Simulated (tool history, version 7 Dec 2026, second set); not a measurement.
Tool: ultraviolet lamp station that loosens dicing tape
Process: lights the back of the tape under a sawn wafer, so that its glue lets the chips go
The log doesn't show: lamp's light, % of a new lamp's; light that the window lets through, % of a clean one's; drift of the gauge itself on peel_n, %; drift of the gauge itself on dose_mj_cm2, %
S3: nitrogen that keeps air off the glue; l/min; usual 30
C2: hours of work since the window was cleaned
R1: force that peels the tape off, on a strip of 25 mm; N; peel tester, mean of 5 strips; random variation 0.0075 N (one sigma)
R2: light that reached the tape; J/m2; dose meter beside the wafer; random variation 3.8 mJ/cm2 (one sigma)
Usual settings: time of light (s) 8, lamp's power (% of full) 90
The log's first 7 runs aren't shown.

Run 8, hour 57.9: usual settings but S3 18 l/min; hours of work of the lamp 261; C2 210. Result: R1 0.339 N, R2 6600 J/m2.
Run 9, hour 65.2: usual settings but S3 18 l/min; hours of work of the lamp 266; C2 215. Result: R1 0.360 N, R2 6560 J/m2.
Run 10, hour 74.6: usual settings but S3 18 l/min; hours of work of the lamp 273; C2 222. Result: R1 0.353 N, R2 6540 J/m2.
Run 11, hour 85.2: usual settings but S3 18 l/min; hours of work of the lamp 281; C2 230. Result: R1 0.374 N, R2 6600 J/m2.
Run 12, hour 97.1: usual settings but lamp's power (% of full) 74; hours of work of the lamp 290; C2 239. Result: R1 0.422 N, R2 5390 J/m2.
Run 13, hour 106.6: usual settings but lamp's power (% of full) 95; hours of work of the lamp 297; C2 246. Result: R1 0.263 N, R2 6910 J/m2.
Run 14, hour 116.1: usual settings but lamp's power (% of full) 74; hours of work of the lamp 304; C2 253. Result: R1 0.426 N, R2 5400 J/m2.
Run 15, hour 121.9: usual settings but lamp's power (% of full) 74; hours of work of the lamp 309; C2 258. Result: R1 0.422 N, R2 5380 J/m2.
Run 16, hour 133.7: usual settings but lamp's power (% of full) 74; hours of work of the lamp 317; C2 266. Result: R1 0.423 N, R2 5420 J/m2.
Run 17, hour 139.8: usual settings but lamp's power (% of full) 74; hours of work of the lamp 322; C2 271. Result: R1 0.441 N, R2 5340 J/m2.
Run 18, hour 151.0: usual settings but lamp's power (% of full) 74; hours of work of the lamp 330; C2 279. Result: R1 0.422 N, R2 5430 J/m2.
Run 19, hour 158.4: usual settings but lamp's power (% of full) 74; hours of work of the lamp 336; C2 285. Result: R1 0.421 N, R2 5380 J/m2.
Run 20, hour 168.8: usual settings but lamp's power (% of full) 85; hours of work of the lamp 343; C2 293. Result: R1 0.318 N, R2 6210 J/m2.
Run 21, hour 174.4: usual settings but lamp's power (% of full) 85; hours of work of the lamp 348; C2 297. Result: R1 0.320 N, R2 6220 J/m2.
Run 22, hour 184.1: usual settings but lamp's power (% of full) 85; hours of work of the lamp 355; C2 304. Result: R1 0.330 N, R2 6150 J/m2.
Run 23, hour 195.4: usual settings but lamp's power (% of full) 85; hours of work of the lamp 363; C2 312. Result: R1 0.328 N, R2 6200 J/m2.
Run 24, hour 203.0: usual settings but lamp's power (% of full) 85; hours of work of the lamp 369; C2 318. Result: R1 0.321 N, R2 6180 J/m2.
Run 25, hour 213.2: usual settings but time of light (s) 6, lamp's power (% of full) 61; hours of work of the lamp 376; C2 326. Result: R1 1.089 N, R2 3310 J/m2.
Run 26, hour 222.0: usual settings but time of light (s) 6, lamp's power (% of full) 61, S3 57 l/min; hours of work of the lamp 383; C2 332. Result: R1 0.946 N, R2 3290 J/m2.
Run 27, hour 232.3: usual settings but time of light (s) 6, lamp's power (% of full) 61, S3 57 l/min; hours of work of the lamp 391; C2 340. Result: R1 0.945 N, R2 3320 J/m2.
Run 28, hour 237.4: usual settings but time of light (s) 4, lamp's power (% of full) 67, S3 57 l/min; hours of work of the lamp 394; C2 344. Result: R1 1.443 N, R2 2440 J/m2.
Run 29, hour 248.7: usual settings but lamp's power (% of full) 78, S3 44 l/min; hours of work of the lamp 403; C2 352. Result: R1 0.326 N, R2 5720 J/m2.
Run 30, hour 260.1: usual settings but lamp's power (% of full) 62, S3 22 l/min; hours of work of the lamp 411; C2 360. Result: R1 0.704 N, R2 4510 J/m2.

Forecast run 31:
Run 31, hour 267.0: usual settings but lamp's power (% of full) 82, S3 48 l/min; hours of work of the lamp 416; C2 366. Result: R1 ?, R2 ?.

R1: 0.285 N
R2: 5990 J/m2
Without the tool's hidden state the same run would have given R1 0.284 N, R2 6000 J/m2.
